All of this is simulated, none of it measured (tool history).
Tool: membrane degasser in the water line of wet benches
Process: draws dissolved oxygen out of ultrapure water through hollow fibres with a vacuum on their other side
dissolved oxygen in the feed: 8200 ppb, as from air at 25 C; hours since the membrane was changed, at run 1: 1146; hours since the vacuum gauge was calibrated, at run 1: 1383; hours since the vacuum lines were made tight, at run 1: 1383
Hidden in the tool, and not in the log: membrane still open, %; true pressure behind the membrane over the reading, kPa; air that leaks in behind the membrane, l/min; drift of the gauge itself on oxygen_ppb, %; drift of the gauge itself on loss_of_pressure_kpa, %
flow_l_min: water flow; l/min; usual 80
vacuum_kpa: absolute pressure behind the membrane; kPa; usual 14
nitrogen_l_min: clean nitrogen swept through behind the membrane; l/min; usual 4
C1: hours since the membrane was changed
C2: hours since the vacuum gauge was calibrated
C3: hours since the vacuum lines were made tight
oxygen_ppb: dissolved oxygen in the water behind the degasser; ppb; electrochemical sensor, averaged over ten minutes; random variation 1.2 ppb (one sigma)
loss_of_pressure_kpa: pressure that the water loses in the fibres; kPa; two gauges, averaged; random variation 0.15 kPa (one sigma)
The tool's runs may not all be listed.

Run 1, hour 0: usual settings; C1 1146; C2 1383; C3 1383. Result: oxygen_ppb 492 ppb, loss_of_pressure_kpa 43.07 kPa.
Run 2, hour 89.3: usual settings; C1 1235; C2 1472; C3 1472. Result: oxygen_ppb 491.1 ppb, loss_of_pressure_kpa 43.15 kPa.
Run 3, hour 160.8: usual settings; C1 1307; C2 1543; C3 1543. Result: oxygen_ppb 492.6 ppb, loss_of_pressure_kpa 42.93 kPa.
Run 4, hour 316: usual settings but nitrogen_l_min 5.36 l/min; C1 1462; C2 1699; C3 1699. Result: oxygen_ppb 390.3 ppb, loss_of_pressure_kpa 43.55 kPa.
Run 5, hour 488: usual settings but nitrogen_l_min 5.36 l/min; C1 1634; C2 1871; C3 1871. Result: oxygen_ppb 392.3 ppb, loss_of_pressure_kpa 43.18 kPa.
Run 6, hour 659: usual settings but nitrogen_l_min 5.36 l/min; C1 1805; C2 2042; C3 2042. Result: oxygen_ppb 391 ppb, loss_of_pressure_kpa 43.29 kPa.
Run 7, hour 770.1: usual settings but nitrogen_l_min 10.12 l/min; C1 1916; C2 2153; C3 2153. Result: oxygen_ppb 235.2 ppb, loss_of_pressure_kpa 43.47 kPa.
Run 8, hour 896.9: usual settings but nitrogen_l_min 10.12 l/min; C1 2043; C2 2279; C3 2279. Result: oxygen_ppb 236.6 ppb, loss_of_pressure_kpa 43.5 kPa.
Run 9, hour 1024.7: usual settings but vacuum_kpa 23.9 kPa, nitrogen_l_min 10.12 l/min; C1 2171; C2 2407; C3 2407. Result: oxygen_ppb 411.1 ppb, loss_of_pressure_kpa 43.36 kPa.
Run 10, hour 1097.1: usual settings but vacuum_kpa 23.9 kPa, nitrogen_l_min 10.12 l/min; C1 2243; C2 2480; C3 2480. Result: oxygen_ppb 410.7 ppb, loss_of_pressure_kpa 43.37 kPa.
Run 11, hour 1227.1: usual settings but vacuum_kpa 23.9 kPa, nitrogen_l_min 10.12 l/min; C1 2373; C2 2610; C3 2610. Result: oxygen_ppb 412.7 ppb, loss_of_pressure_kpa 43.36 kPa.
Run 12, hour 1360.5: usual settings but vacuum_kpa 23.9 kPa, nitrogen_l_min 10.12 l/min; C1 2506; C2 2743; C3 2743. Result: oxygen_ppb 411.4 ppb, loss_of_pressure_kpa 43.27 kPa.
Run 13, hour 1493.8: usual settings; C1 2640; C2 2876; C3 2876. Result: oxygen_ppb 496.7 ppb, loss_of_pressure_kpa 43.35 kPa.
Run 14, hour 1639.9: usual settings; C1 2786; C2 3022; C3 3022. Result: oxygen_ppb 497.7 ppb, loss_of_pressure_kpa 43.58 kPa.
Run 15, hour 1718.1: usual settings but nitrogen_l_min 4.81 l/min; C1 2864; C2 3101; C3 3101. Result: oxygen_ppb 429.3 ppb, loss_of_pressure_kpa 43.36 kPa.
Run 16, hour 1813.4: usual settings but flow_l_min 67 l/min; C1 2959; C2 3196; C3 3196. Result: oxygen_ppb 417.9 ppb, loss_of_pressure_kpa 36.38 kPa.
Run 17, hour 1962.5: usual settings but flow_l_min 107 l/min, vacuum_kpa 9 kPa, nitrogen_l_min 6.98 l/min; C1 3108; C2 3345; C3 3345. Result: oxygen_ppb 284 ppb, loss_of_pressure_kpa 58.33 kPa.
Run 18, hour 2125.6: usual settings but flow_l_min 107 l/min, vacuum_kpa 9 kPa, nitrogen_l_min 6.98 l/min; C1 3272; C2 3508; C3 3508. Result: oxygen_ppb 284.4 ppb, loss_of_pressure_kpa 58.48 kPa.
Run 19, hour 2253.4: usual settings but vacuum_kpa 8.9 kPa; C1 3399; C2 3636; C3 3636. Result: oxygen_ppb 287.6 ppb, loss_of_pressure_kpa 43.84 kPa.
Run 20, hour 2331.3: usual settings but flow_l_min 65 l/min, nitrogen_l_min 3.88 l/min; C1 3477; C2 3714; C3 3714. Result: oxygen_ppb 416.2 ppb, loss_of_pressure_kpa 35.53 kPa.
At hour 2347.6: vacuum gauge calibrated.
Run 21, hour 2496.3: usual settings but vacuum_kpa 13.5 kPa, nitrogen_l_min 6.52 l/min; C1 3642; C2 149; C3 3878. Result: oxygen_ppb 325 ppb, loss_of_pressure_kpa 43.63 kPa.
At hour 2642.7: vacuum gauge calibrated, once more.
Run 22, hour 2657.2: usual settings but flow_l_min 112 l/min; C1 3802; C2 14; C3 4039. Result: oxygen_ppb 696.3 ppb, loss_of_pressure_kpa 61.15 kPa.
Run 23, hour 2788.9: usual settings but flow_l_min 61 l/min; C1 3934; C2 146; C3 4170. Result: oxygen_ppb 379.5 ppb, loss_of_pressure_kpa 33.61 kPa.
Run 24, hour 2943.3: usual settings but flow_l_min 57 l/min, vacuum_kpa 11.2 kPa, nitrogen_l_min 3.83 l/min; C1 4088; C2 301; C3 4325. Result: oxygen_ppb 279.9 ppb, loss_of_pressure_kpa 31.21 kPa.
Run 25, hour 3085.1: usual settings but vacuum_kpa 14.1 kPa; C1 4230; C2 442; C3 4467. Result: oxygen_ppb 502.5 ppb, loss_of_pressure_kpa 43.88 kPa.
Run 26, hour 3168.1: usual settings but vacuum_kpa 14.1 kPa; C1 4313; C2 525; C3 4550. Result: oxygen_ppb 501.4 ppb, loss_of_pressure_kpa 44 kPa.
Run 27, hour 3251.8: usual settings but vacuum_kpa 14.1 kPa; C1 4397; C2 609; C3 4633. Result: oxygen_ppb 500.7 ppb, loss_of_pressure_kpa 43.84 kPa.
Run 28, hour 3418.5: usual settings but flow_l_min 76 l/min, vacuum_kpa 14.1 kPa, nitrogen_l_min 7.64 l/min; C1 4563; C2 776; C3 4800. Result: oxygen_ppb 283.2 ppb, loss_of_pressure_kpa 41.5 kPa.
Run 29, hour 3507.3: usual settings but flow_l_min 76 l/min, vacuum_kpa 14.1 kPa, nitrogen_l_min 7.64 l/min; C1 4652; C2 865; C3 4889. Result: oxygen_ppb 283.2 ppb, loss_of_pressure_kpa 41.7 kPa.
Run 30, hour 3612.4: usual settings but flow_l_min 76 l/min, vacuum_kpa 14.1 kPa, nitrogen_l_min 7.64 l/min; C1 4757; C2 970; C3 4994. Result: oxygen_ppb 283.6 ppb, loss_of_pressure_kpa 41.49 kPa.
Run 31, hour 3685.5: usual settings but flow_l_min 62 l/min, vacuum_kpa 23.5 kPa, nitrogen_l_min 2.12 l/min; C1 4830; C2 1043; C3 5067. Result: oxygen_ppb 1128.8 ppb, loss_of_pressure_kpa 33.85 kPa.
Run 32, hour 3774.3: usual settings but flow_l_min 51 l/min, vacuum_kpa 14.4 kPa, nitrogen_l_min 1.72 l/min; C1 4919; C2 1132; C3 5156. Result: oxygen_ppb 669.3 ppb, loss_of_pressure_kpa 28.08 kPa.

How the hidden state differs across the entries between the runs, from the last listed run before each to the first after it:
Between runs 20 and 21: vacuum gauge calibrated (hour 2347.6)
  true pressure behind the membrane over the reading, kPa: 0.12 -> 0.14; air that leaks in behind the membrane, l/min: 0.0112 -> 0.0116
  measured less the result without the state, oxygen_ppb: +6.6 -> +7.3 ppb; loss_of_pressure_kpa: +0.52 -> +0.67 kPa
Between runs 21 and 22: vacuum gauge calibrated, once more (hour 2642.7)
  membrane still open, %: 98.5 -> 98.4; true pressure behind the membrane over the reading, kPa: 0.14 -> 0.05; air that leaks in behind the membrane, l/min: 0.0116 -> 0.012
  measured less the result without the state, oxygen_ppb: +7.3 -> +9.2 ppb; loss_of_pressure_kpa: +0.67 -> +0.98 kPa
